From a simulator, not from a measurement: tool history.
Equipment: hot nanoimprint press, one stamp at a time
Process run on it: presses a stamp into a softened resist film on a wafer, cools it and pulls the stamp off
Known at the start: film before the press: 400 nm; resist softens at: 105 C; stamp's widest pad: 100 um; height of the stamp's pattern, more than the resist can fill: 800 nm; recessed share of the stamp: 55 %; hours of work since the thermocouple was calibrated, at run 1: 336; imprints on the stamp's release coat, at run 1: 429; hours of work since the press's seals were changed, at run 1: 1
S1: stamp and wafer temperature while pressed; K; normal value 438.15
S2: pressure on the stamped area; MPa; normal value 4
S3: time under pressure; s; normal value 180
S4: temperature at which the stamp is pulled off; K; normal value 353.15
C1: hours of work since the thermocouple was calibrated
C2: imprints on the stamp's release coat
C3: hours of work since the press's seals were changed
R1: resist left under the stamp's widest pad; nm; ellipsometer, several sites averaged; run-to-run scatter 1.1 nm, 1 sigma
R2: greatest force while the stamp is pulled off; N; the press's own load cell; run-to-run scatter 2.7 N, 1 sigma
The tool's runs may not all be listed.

run  hour      S1    S2   S3      S4   C1   C2  C3     R1   R2
  1     0  438.15     4  180  353.15  336  429   1  227.1  247
  2  12.2  445.15     4  180  353.15  344  493   9  167.7  248
  3  34.9  445.15  3.74  180  353.15  359  612  24  174.7  261
  4  61.1  438.15     4  180  353.15  376  749  42  229.3  261
  5  91.1  438.15     4  328  353.15  396  906  61  192.6  273
  6   104  428.15  4.54  103  348.15  404  973  70  343.2  274

Run 7 has not been measured yet. What should we expect?
     128.6  -- stamp cleaned and given a new release coat
  7  132.6  433.15  4.2  103  348.15  419  22  85   ?   ?

Run 7 came out at R1 309.5 nm, R2 231 N.
Were there no unlogged condition in the tool, this run, its random variation unchanged, would have produced R1 293.3 nm, R2 228 N.
